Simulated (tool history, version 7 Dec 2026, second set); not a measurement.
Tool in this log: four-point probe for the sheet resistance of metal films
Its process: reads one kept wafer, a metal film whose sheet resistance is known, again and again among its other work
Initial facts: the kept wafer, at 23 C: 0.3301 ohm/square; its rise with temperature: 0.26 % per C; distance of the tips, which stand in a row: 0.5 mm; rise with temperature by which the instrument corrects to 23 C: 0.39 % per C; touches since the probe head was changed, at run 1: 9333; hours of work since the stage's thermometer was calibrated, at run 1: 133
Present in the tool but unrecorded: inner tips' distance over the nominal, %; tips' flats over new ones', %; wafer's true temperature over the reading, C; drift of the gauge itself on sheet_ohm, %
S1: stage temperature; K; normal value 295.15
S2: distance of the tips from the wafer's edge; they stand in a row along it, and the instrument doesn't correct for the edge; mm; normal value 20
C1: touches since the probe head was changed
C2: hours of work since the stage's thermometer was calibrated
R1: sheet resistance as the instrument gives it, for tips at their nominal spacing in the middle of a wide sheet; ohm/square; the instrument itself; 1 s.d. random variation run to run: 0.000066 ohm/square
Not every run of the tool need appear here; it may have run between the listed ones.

run     day      S1  S2     C1   C2        R1
  1       0  295.15  20   9333  133  0.329183
  2   0.504  295.15  20   9854  141  0.329213
  3   1.358  295.15   4  10730  155  0.331851
  4   2.096  295.15   4  11488  167  0.331747
  5   3.008  295.15   4  12426  182  0.331774
  6   3.712  295.15  18  13151  194  0.329253
  7   4.408  295.15  23  13867  205  0.329095
  8   5.179  295.15  20  14660  218  0.329222
  9    5.75  295.15  20  15246  227  0.329289
      5.854  -- stage's thermometer calibrated
 10    6.55  295.15   4  16048   11  0.331882
 11   7.538  295.15   4  17059   28  0.331823
 12   8.238  297.15  16  17780   39  0.328423
 13   8.771  294.15   8  18329   48  0.330364
 14   9.312  295.15  19  18887   57   0.32932
      9.904  -- stage's thermometer calibrated, once more
 15  10.179  294.15  15  19756    5  0.329706

Branching from run 15: 3 alternative next runs. What would each branch give?
  A  10.788  301.15   6  20381  14   ?
  B  10.788  302.15  15  20381  14   ?
  C  10.788  294.15  45  20381  14   ?

run        R1
  A  0.327875
  B  0.326313
  C  0.329567
With the hidden condition removed and each run's random variation left untouched, the same runs would have given:
run        R1
  A  0.329255
  B  0.327687
  C  0.330954
